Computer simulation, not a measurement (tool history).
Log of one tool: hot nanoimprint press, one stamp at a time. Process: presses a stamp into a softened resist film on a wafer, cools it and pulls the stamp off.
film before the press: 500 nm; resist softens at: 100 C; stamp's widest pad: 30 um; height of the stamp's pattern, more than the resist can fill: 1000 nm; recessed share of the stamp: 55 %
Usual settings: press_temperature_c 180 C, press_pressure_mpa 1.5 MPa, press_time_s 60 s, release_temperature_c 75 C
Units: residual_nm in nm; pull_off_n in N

| run | hour | press_temperature_c | press_pressure_mpa | press_time_s | release_temperature_c | residual_nm | pull_off_n |
|---|---|---|---|---|---|---|---|
| 1 | 0 | 180 | 1.5 | 60 | 75 | 191.3 | 211 |
| 2 | 11.9 | 180 | 1.5 | 60 | 75 | 191.6 | 210 |
| 3 | 19 | 180 | 1.5 | 60 | 75 | 191.2 | 207 |
| 4 | 32.7 | 180 | 1.5 | 60 | 75 | 191.2 | 208 |
| 5 | 40.3 | 180 | 1.29 | 60 | 75 | 207.4 | 208 |
| 6 | 48.3 | 180 | 1.29 | 60 | 75 | 206.6 | 210 |
| 7 | 63.1 | 180 | 2.38 | 60 | 75 | 149.1 | 209 |
| 8 | 69.5 | 180 | 1.5 | 60 | 75 | 191.7 | 212 |
| 9 | 81.3 | 180 | 1.5 | 60 | 73 | 191.4 | 217 |
| 10 | 95.7 | 173 | 1.5 | 60 | 73 | 229.1 | 217 |
| 11 | 107.3 | 173 | 1.5 | 60 | 73 | 229.3 | 219 |
| 12 | 122 | 180 | 1.5 | 41 | 75 | 220 | 208 |
| 13 | 129.3 | 180 | 1.5 | 41 | 75 | 220.5 | 205 |
| 14 | 139.3 | 180 | 1.5 | 41 | 75 | 219.8 | 210 |
| 15 | 147.4 | 180 | 1.5 | 41 | 75 | 220.3 | 209 |
| 16 | 153.7 | 180 | 2.31 | 84 | 75 | 132.6 | 210 |
| 17 | 160.4 | 180 | 2.31 | 84 | 75 | 132.6 | 207 |
| 18 | 167.6 | 180 | 1.11 | 76 | 75 | 204.6 | 210 |
| 19 | 174.8 | 182 | 1.11 | 93 | 75 | 180.5 | 209 |
| 20 | 186.3 | 190 | 2 | 66 | 79 | 124.1 | 185 |
| 21 | 197.5 | 190 | 1.97 | 66 | 79 | 125.7 | 187 |
| 22 | 207.8 | 190 | 1.05 | 113 | 79 | 143.5 | 185 |
| 23 | 216.8 | 177 | 1.33 | 113 | 75 | 173.4 | 207 |
| 24 | 224.1 | 178 | 1.92 | 36 | 61 | 214.6 | 288 |
| 25 | 238 | 178 | 1.92 | 36 | 61 | 214.1 | 286 |
| 26 | 248.7 | 173 | 1.92 | 36 | 61 | 242.9 | 284 |
| 27 | 260.6 | 169 | 1.5 | 54 | 75 | 263.7 | 209 |
| 28 | 269 | 169 | 1.5 | 41 | 77 | 287.6 | 196 |
| 29 | 281.4 | 180 | 1.5 | 77 | 72 | 174 | 226 |

Forecast each of these 4 alternatives for the next run:
| A | 291.9 | 184 | 1.5 | 77 | 76 | ? | ? |
| B | 291.9 | 189 | 1.5 | 60 | 60 | ? | ? |
| C | 291.9 | 192 | 1.5 | 77 | 72 | ? | ? |
| D | 291.9 | 189 | 2.33 | 77 | 72 | ? | ? |

| run | residual_nm | pull_off_n |
|---|---|---|
| A | 157.5 | 205 |
| B | 154.6 | 297 |
| C | 130.6 | 226 |
| D | 109.6 | 227 |
Without the tool's hidden state the same runs would have given:
| run | residual_nm | pull_off_n |
|---|---|---|
| A | 157.5 | 204 |
| B | 154.6 | 296 |
| C | 130.7 | 226 |
| D | 109.6 | 226 |

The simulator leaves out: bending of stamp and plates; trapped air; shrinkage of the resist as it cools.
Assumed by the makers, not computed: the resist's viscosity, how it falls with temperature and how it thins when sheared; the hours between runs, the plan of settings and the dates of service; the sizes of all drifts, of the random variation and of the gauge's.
